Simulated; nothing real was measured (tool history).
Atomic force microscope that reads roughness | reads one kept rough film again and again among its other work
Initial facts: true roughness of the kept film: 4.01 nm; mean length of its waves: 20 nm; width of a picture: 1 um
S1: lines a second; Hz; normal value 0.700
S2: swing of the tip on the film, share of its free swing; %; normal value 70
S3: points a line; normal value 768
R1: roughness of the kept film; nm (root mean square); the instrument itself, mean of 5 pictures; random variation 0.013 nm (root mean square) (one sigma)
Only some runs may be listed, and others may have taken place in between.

{"run": 1, "hour": 0.0, "S1": 0.7, "S2": 70, "S3": 768, "R1": 2.292}
{"run": 2, "hour": 7.8, "S1": 0.7, "S2": 59, "S3": 768, "R1": 2.275}
{"run": 3, "hour": 17.7, "S1": 0.7, "S2": 70, "S3": 768, "R1": 2.197}
{"run": 4, "hour": 24.8, "S1": 0.7, "S2": 70, "S3": 768, "R1": 2.165}
{"run": 5, "hour": 35.7, "S1": 0.793, "S2": 70, "S3": 768, "R1": 2.107}
{"run": 6, "hour": 48.6, "S1": 0.7, "S2": 70, "S3": 383, "R1": 2.013}
{"run": 7, "hour": 56.2, "S1": 0.7, "S2": 70, "S3": 476, "R1": 1.983}
{"run": 8, "hour": 67.5, "S1": 3.819, "S2": 70, "S3": 476, "R1": 1.766}
{"hour": 71.2, "done": "new tip fitted"}
{"run": 9, "hour": 81.2, "S1": 3.819, "S2": 70, "S3": 476, "R1": 2.654}
{"run": 10, "hour": 87.7, "S1": 3.819, "S2": 79, "S3": 476, "R1": 2.43}
{"run": 11, "hour": 95.8, "S1": 3.819, "S2": 79, "S3": 476, "R1": 2.382}
{"run": 12, "hour": 104.4, "S1": 3.819, "S2": 79, "S3": 476, "R1": 2.31}
{"run": 13, "hour": 115.1, "S1": 3.819, "S2": 79, "S3": 721, "R1": 2.211}
{"run": 14, "hour": 125.2, "S1": 3.566, "S2": 77, "S3": 676, "R1": 2.234}
{"run": 15, "hour": 138.1, "S1": 1.609, "S2": 56, "S3": 676, "R1": 2.495}
{"run": 16, "hour": 145.8, "S1": 1.609, "S2": 56, "S3": 676, "R1": 2.429}

Predict the results of run 17:
{"run": 17, "hour": 158.0, "S1": 1.609, "S2": 56, "S3": 676, "R1": "?"}

{"run 17": {"R1": 2.368}}
If the tool had no hidden condition, the same run with the same run-to-run variation would have returned R1 3.080 nm (root mean square).
